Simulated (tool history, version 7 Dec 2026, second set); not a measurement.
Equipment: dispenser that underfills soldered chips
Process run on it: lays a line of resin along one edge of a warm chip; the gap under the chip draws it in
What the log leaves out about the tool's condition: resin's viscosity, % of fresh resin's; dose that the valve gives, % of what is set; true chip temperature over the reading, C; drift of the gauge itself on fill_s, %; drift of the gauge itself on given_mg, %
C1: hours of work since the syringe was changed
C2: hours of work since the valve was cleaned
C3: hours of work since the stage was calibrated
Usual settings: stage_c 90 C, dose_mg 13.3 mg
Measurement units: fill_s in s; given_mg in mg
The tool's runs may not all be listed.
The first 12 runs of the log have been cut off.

At hour 143.5: new syringe of resin.
Run 13, hour 147.3: usual settings but stage_c 82 C; C1 2; C2 72; C3 175. Result: fill_s 83.7 s, given_mg 12.39 mg.
At hour 152.7: new syringe of resin.
Run 14, hour 157.7: usual settings but stage_c 82 C; C1 3; C2 78; C3 181. Result: fill_s 85.4 s, given_mg 12.2 mg.
At hour 161.2: new syringe of resin.
At hour 169.9: new syringe of resin.
Run 15, hour 170.3: usual settings but stage_c 82 C; C1 0; C2 86; C3 188. Result: fill_s 78.3 s, given_mg 12.19 mg.
At hour 178.4: new syringe of resin.
Run 16, hour 184.5: usual settings but stage_c 82 C; C1 4; C2 95; C3 197. Result: fill_s 89.4 s, given_mg 12.09 mg.
At hour 186.9: new syringe of resin.
At hour 196.2: new syringe of resin.
Run 17, hour 200: usual settings but stage_c 82 C; C1 2; C2 104; C3 206. Result: fill_s 85.4 s, given_mg 11.93 mg.
At hour 205.1: new syringe of resin.
At hour 214: new syringe of resin.
Run 18, hour 217.3: usual settings but stage_c 82 C; C1 2; C2 114; C3 217. Result: fill_s 84.9 s, given_mg 11.79 mg.
At hour 223.5: new syringe of resin.
Run 19, hour 224.5: usual settings but stage_c 78 C, dose_mg 11.9 mg; C1 1; C2 119; C3 221. Result: fill_s 94.1 s, given_mg 10.57 mg.
At hour 232.3: new syringe of resin.
Run 20, hour 234.5: usual settings but stage_c 91 C; C1 1; C2 125; C3 227. Result: fill_s 64.2 s, given_mg 11.65 mg.
At hour 240.7: new syringe of resin.
Run 21, hour 244.4: usual settings but stage_c 91 C; C1 2; C2 131; C3 233. Result: fill_s 64.2 s, given_mg 11.58 mg.
At hour 249.7: new syringe of resin.
Run 22, hour 253.4: usual settings but stage_c 103 C, dose_mg 14.1 mg; C1 2; C2 136; C3 239. Result: fill_s 46.6 s, given_mg 12.27 mg.
At hour 258.2: new syringe of resin.
At hour 266.8: new syringe of resin.
Run 23, hour 270: usual settings but stage_c 98 C, dose_mg 16.4 mg; C1 2; C2 146; C3 249. Result: fill_s 51.2 s, given_mg 14.15 mg.
At hour 271.9: dispensing valve cleaned and set on the balance.
At hour 277.1: new syringe of resin.
Run 24, hour 279.1: usual settings but stage_c 98 C, dose_mg 16.4 mg; C1 1; C2 4; C3 253. Result: fill_s 49.8 s, given_mg 16.4 mg.
At hour 286: new syringe of resin.
At hour 294.9: new syringe of resin.
Run 25, hour 295.4: usual settings but stage_c 82 C, dose_mg 16.1 mg; C1 0; C2 14; C3 263. Result: fill_s 78.2 s, given_mg 15.84 mg.
At hour 304.3: new syringe of resin.
Run 26, hour 309.4: usual settings but stage_c 92 C, dose_mg 11.4 mg; C1 3; C2 23; C3 272. Result: fill_s 66.1 s, given_mg 11.15 mg.
At hour 312.9: new syringe of resin.
Run 27, hour 317.5: usual settings but stage_c 92 C, dose_mg 11.4 mg; C1 3; C2 28; C3 277. Result: fill_s 66 s, given_mg 11.22 mg.
At hour 321.6: new syringe of resin.
At hour 330: new syringe of resin.
Run 28, hour 332.3: usual settings but stage_c 84 C, dose_mg 11.4 mg; C1 1; C2 36; C3 286. Result: fill_s 80.7 s, given_mg 10.97 mg.
At hour 338.6: new syringe of resin.
At hour 347: new syringe of resin.
Run 29, hour 349: usual settings but stage_c 84 C, dose_mg 11.4 mg; C1 1; C2 47; C3 296. Result: fill_s 79.2 s, given_mg 10.98 mg.
At hour 355.7: new syringe of resin.
Run 30, hour 363.2: usual settings but stage_c 88 C, dose_mg 16.5 mg; C1 5; C2 55; C3 304. Result: fill_s 76.1 s, given_mg 15.52 mg.
At hour 365.1: new syringe of resin.
At hour 374.3: new syringe of resin.
Run 31, hour 377.7: usual settings but stage_c 76 C, dose_mg 12.1 mg; C1 2; C2 64; C3 313. Result: fill_s 103.4 s, given_mg 11.27 mg.
At hour 382.7: new syringe of resin.
Run 32, hour 388.6: usual settings but stage_c 97 C, dose_mg 14.5 mg; C1 4; C2 71; C3 320. Result: fill_s 57.9 s, given_mg 13.64 mg.
At hour 391.7: new syringe of resin.
At hour 400.5: new syringe of resin.
Run 33, hour 400.5: usual settings but stage_c 77 C, dose_mg 12.1 mg; C1 0; C2 78; C3 327. Result: fill_s 92 s, given_mg 11.12 mg.
At hour 409.4: new syringe of resin.
Run 34, hour 412.2: usual settings but stage_c 77 C, dose_mg 12.1 mg; C1 2; C2 85; C3 334. Result: fill_s 99.3 s, given_mg 10.99 mg.

Below are 3 alternative next runs, each starting from the tool's condition after run 34. Predict each:
At hour 418: new syringe of resin.
Run A, hour 419.3: usual settings but stage_c 87 C, dose_mg 16.3 mg; C1 1; C2 89; C3 338. Result: fill_s ?, given_mg ?.
At hour 418: new syringe of resin.
Run B, hour 419.3: usual settings but stage_c 103 C, dose_mg 14.9 mg; C1 1; C2 89; C3 338. Result: fill_s ?, given_mg ?.
At hour 418: new syringe of resin.
Run C, hour 419.3: usual settings but stage_c 94 C, dose_mg 11.3 mg; C1 1; C2 89; C3 338. Result: fill_s ?, given_mg ?.

run  fill_s  given_mg
  A    69.4     14.91
  B      45      13.6
  C    61.4     10.27
Had the tool no hidden state, the same runs would have come out as:
run  fill_s  given_mg
  A    63.2     16.34
  B      41      14.9
  C    54.7     11.25
